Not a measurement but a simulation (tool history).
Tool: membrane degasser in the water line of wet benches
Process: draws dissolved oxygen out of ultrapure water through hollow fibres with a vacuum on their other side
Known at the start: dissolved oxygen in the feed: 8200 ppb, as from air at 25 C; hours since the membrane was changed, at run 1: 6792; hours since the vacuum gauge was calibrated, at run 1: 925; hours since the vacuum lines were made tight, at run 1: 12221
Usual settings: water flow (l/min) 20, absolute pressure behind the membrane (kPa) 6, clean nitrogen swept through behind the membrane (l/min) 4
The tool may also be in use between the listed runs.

run,hour,water flow (l/min),absolute pressure behind the membrane (kPa),clean nitrogen swept through behind the membrane (l/min),hours since the membrane was changed,hours since the vacuum gauge was calibrated,hours since the vacuum lines were made tight,dissolved oxygen in the water behind the degasser (ppb),pressure that the water loses in the fibres (kPa)
1,0,20,6,4,6792,925,12221,37.2,31.76
2,140.2,20,6,4,6932,1066,12361,37,31.77
3,248.6,20,6,4,7040,1174,12470,37,31.61
4,392.3,20,6,4,7184,1318,12614,36.9,31.99
# hour 484.8: seals of the vacuum lines changed
5,606.8,20,6,4,7397,1530,122,37.1,31.81
6,769.9,20,6,4,7560,1693,285,36.8,31.73
7,993.4,19,6.52,4,7783,1917,509,40.8,30.27
8,1182.6,27,3.64,3.27,7972,2106,698,18.5,42.69
9,1376.3,22,7.61,4.62,8166,2300,891,54.8,34.84
10,1525.5,20,9.56,4,8315,2449,1041,80.1,31.6

Forecast run 11:
11,1693.1,20,9.56,4,8483,2617,1208,?,?

Run 11 gave dissolved oxygen in the water behind the degasser (ppb) 80.4, pressure that the water loses in the fibres (kPa) 31.64.
Without the tool's hidden state the same run would have given dissolved oxygen in the water behind the degasser (ppb) 80.3, pressure that the water loses in the fibres (kPa) 31.6.
